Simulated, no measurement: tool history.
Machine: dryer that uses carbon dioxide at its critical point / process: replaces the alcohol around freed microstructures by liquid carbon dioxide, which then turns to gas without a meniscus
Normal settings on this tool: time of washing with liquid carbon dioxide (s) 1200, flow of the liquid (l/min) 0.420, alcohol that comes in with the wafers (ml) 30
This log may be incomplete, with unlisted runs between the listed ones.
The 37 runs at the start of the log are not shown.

run	day	time of washing with liquid carbon dioxide (s)	flow of the liquid (l/min)	alcohol that comes in with the wafers (ml)	hours of work since the filter was changed	hours of work since the purifier's bed was changed	alcohol left in the vessel before it's heated (ppm by volume)
38	10.617	960	0.294	42	114	202	2046
39	10.875	1740	0.559	42	117	205	83
40	11.129	1260	0.276	70	119	207	1720
41	11.442	1260	0.276	70	122	210	1738
42	11.667	1260	0.276	70	124	212	1766
43	11.950	1200	0.420	50	127	215	275
44	12.312	780	0.563	20	130	218	232
45	12.504	780	0.563	20	132	220	236
46	12.700	780	0.563	36	134	222	358
47	12.967	1200	0.252	45	136	224	1928

Alternative continuations, all from the tool just after run 47; predict every row:
A	13.262	1800	0.607	42	139	227	?
B	13.262	1200	0.252	102	139	227	?
C	13.262	1200	0.351	94	139	227	?

run	alcohol left in the vessel before it's heated (ppm by volume)
A	75
B	4312
C	1110
With no hidden state in the tool, these same runs would have given:
run	alcohol left in the vessel before it's heated (ppm by volume)
A	6
B	3219
C	706
